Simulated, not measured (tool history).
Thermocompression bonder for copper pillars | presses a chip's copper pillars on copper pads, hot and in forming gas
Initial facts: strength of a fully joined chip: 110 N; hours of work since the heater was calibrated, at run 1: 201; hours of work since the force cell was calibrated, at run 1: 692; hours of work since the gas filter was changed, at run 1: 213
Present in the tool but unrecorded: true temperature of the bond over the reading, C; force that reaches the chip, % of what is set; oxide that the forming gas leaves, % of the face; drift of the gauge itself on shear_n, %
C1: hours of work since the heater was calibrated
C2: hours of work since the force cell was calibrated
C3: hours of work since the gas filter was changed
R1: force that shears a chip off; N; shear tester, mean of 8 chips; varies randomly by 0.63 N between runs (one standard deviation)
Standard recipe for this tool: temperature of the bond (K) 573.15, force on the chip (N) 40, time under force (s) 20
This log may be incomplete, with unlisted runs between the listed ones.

run 1 day=0.000 | temperature_of_the_bond_(K)=573.15 force_on_the_chip_(N)=40 time_under_force_(s)=20 | C1=201 C2=692 C3=213 | R1=41.3
run 2 day=0.271 | temperature_of_the_bond_(K)=573.15 force_on_the_chip_(N)=40 time_under_force_(s)=20 | C1=205 C2=697 C3=218 | R1=43.1
run 3 day=0.579 | temperature_of_the_bond_(K)=563.15 force_on_the_chip_(N)=40 time_under_force_(s)=20 | C1=211 C2=703 C3=223 | R1=38.0
run 4 day=0.867 | temperature_of_the_bond_(K)=563.15 force_on_the_chip_(N)=40 time_under_force_(s)=20 | C1=216 C2=708 C3=229 | R1=38.3
run 5 day=1.142 | temperature_of_the_bond_(K)=563.15 force_on_the_chip_(N)=40 time_under_force_(s)=22 | C1=221 C2=713 C3=234 | R1=39.7
run 6 day=1.562 | temperature_of_the_bond_(K)=573.15 force_on_the_chip_(N)=40 time_under_force_(s)=20 | C1=229 C2=721 C3=241 | R1=41.3
run 7 day=1.983 | temperature_of_the_bond_(K)=573.15 force_on_the_chip_(N)=40 time_under_force_(s)=55 | C1=237 C2=728 C3=249 | R1=59.8
run 8 day=2.262 | temperature_of_the_bond_(K)=573.15 force_on_the_chip_(N)=40 time_under_force_(s)=55 | C1=242 C2=733 C3=254 | R1=59.9
run 9 day=2.671 | temperature_of_the_bond_(K)=573.15 force_on_the_chip_(N)=40 time_under_force_(s)=55 | C1=249 C2=741 C3=262 | R1=58.9
run 10 day=2.950 | temperature_of_the_bond_(K)=587.15 force_on_the_chip_(N)=40 time_under_force_(s)=20 | C1=254 C2=746 C3=267 | R1=49.0
run 11 day=3.208 | temperature_of_the_bond_(K)=587.15 force_on_the_chip_(N)=40 time_under_force_(s)=20 | C1=259 C2=751 C3=271 | R1=48.4
run 12 day=3.675 | temperature_of_the_bond_(K)=600.15 force_on_the_chip_(N)=40 time_under_force_(s)=20 | C1=268 C2=759 C3=280 | R1=54.2
run 13 day=4.067 | temperature_of_the_bond_(K)=600.15 force_on_the_chip_(N)=40 time_under_force_(s)=20 | C1=275 C2=766 C3=287 | R1=51.0
run 14 day=4.379 | temperature_of_the_bond_(K)=600.15 force_on_the_chip_(N)=40 time_under_force_(s)=20 | C1=281 C2=772 C3=293 | R1=53.9
-- day=4.496 heater calibrated with a thermocouple chip
run 15 day=4.733 | temperature_of_the_bond_(K)=573.15 force_on_the_chip_(N)=40 time_under_force_(s)=17 | C1=4 C2=777 C3=298 | R1=39.7
run 16 day=5.175 | temperature_of_the_bond_(K)=545.15 force_on_the_chip_(N)=55 time_under_force_(s)=20 | C1=12 C2=785 C3=306 | R1=46.0
run 17 day=5.429 | temperature_of_the_bond_(K)=545.15 force_on_the_chip_(N)=55 time_under_force_(s)=20 | C1=17 C2=790 C3=310 | R1=46.0
run 18 day=5.812 | temperature_of_the_bond_(K)=575.15 force_on_the_chip_(N)=28 time_under_force_(s)=18 | C1=24 C2=797 C3=317 | R1=25.6
run 19 day=6.158 | temperature_of_the_bond_(K)=545.15 force_on_the_chip_(N)=28 time_under_force_(s)=18 | C1=30 C2=803 C3=324 | R1=18.2
run 20 day=6.454 | temperature_of_the_bond_(K)=598.15 force_on_the_chip_(N)=40 time_under_force_(s)=20 | C1=36 C2=809 C3=329 | R1=50.0
-- day=6.654 heater calibrated with a thermocouple chip, once more
run 21 day=6.896 | temperature_of_the_bond_(K)=578.15 force_on_the_chip_(N)=40 time_under_force_(s)=21 | C1=4 C2=815 C3=336 | R1=43.5
run 22 day=7.304 | temperature_of_the_bond_(K)=573.15 force_on_the_chip_(N)=36 time_under_force_(s)=55 | C1=12 C2=823 C3=343 | R1=52.3
run 23 day=7.667 | temperature_of_the_bond_(K)=551.15 force_on_the_chip_(N)=48 time_under_force_(s)=20 | C1=18 C2=829 C3=350 | R1=40.9
run 24 day=7.925 | temperature_of_the_bond_(K)=559.15 force_on_the_chip_(N)=27 time_under_force_(s)=30 | C1=23 C2=834 C3=355 | R1=25.9
run 25 day=8.275 | temperature_of_the_bond_(K)=546.15 force_on_the_chip_(N)=40 time_under_force_(s)=19 | C1=30 C2=840 C3=361 | R1=30.7
run 26 day=8.662 | temperature_of_the_bond_(K)=546.15 force_on_the_chip_(N)=28 time_under_force_(s)=18 | C1=37 C2=847 C3=368 | R1=18.8
run 27 day=9.075 | temperature_of_the_bond_(K)=581.15 force_on_the_chip_(N)=37 time_under_force_(s)=20 | C1=44 C2=855 C3=376 | R1=40.9
run 28 day=9.300 | temperature_of_the_bond_(K)=557.15 force_on_the_chip_(N)=33 time_under_force_(s)=10 | C1=48 C2=859 C3=380 | R1=19.9

3 options for the next run, each taken on its own from the tool as it stands now. Forecast them:
run A day=9.696 | temperature_of_the_bond_(K)=544.15 force_on_the_chip_(N)=49 time_under_force_(s)=22 | C1=56 C2=866 C3=387 | R1=?
run B day=9.696 | temperature_of_the_bond_(K)=545.15 force_on_the_chip_(N)=40 time_under_force_(s)=36 | C1=56 C2=866 C3=387 | R1=?
run C day=9.696 | temperature_of_the_bond_(K)=576.15 force_on_the_chip_(N)=38 time_under_force_(s)=16 | C1=56 C2=866 C3=387 | R1=?

run=A R1=40.5
run=B R1=38.4
run=C R1=35.5
The same runs, with their run-to-run variation unchanged, on a tool lacking any hidden condition would have given:
run=A R1=42.9
run=B R1=40.7
run=C R1=37.6

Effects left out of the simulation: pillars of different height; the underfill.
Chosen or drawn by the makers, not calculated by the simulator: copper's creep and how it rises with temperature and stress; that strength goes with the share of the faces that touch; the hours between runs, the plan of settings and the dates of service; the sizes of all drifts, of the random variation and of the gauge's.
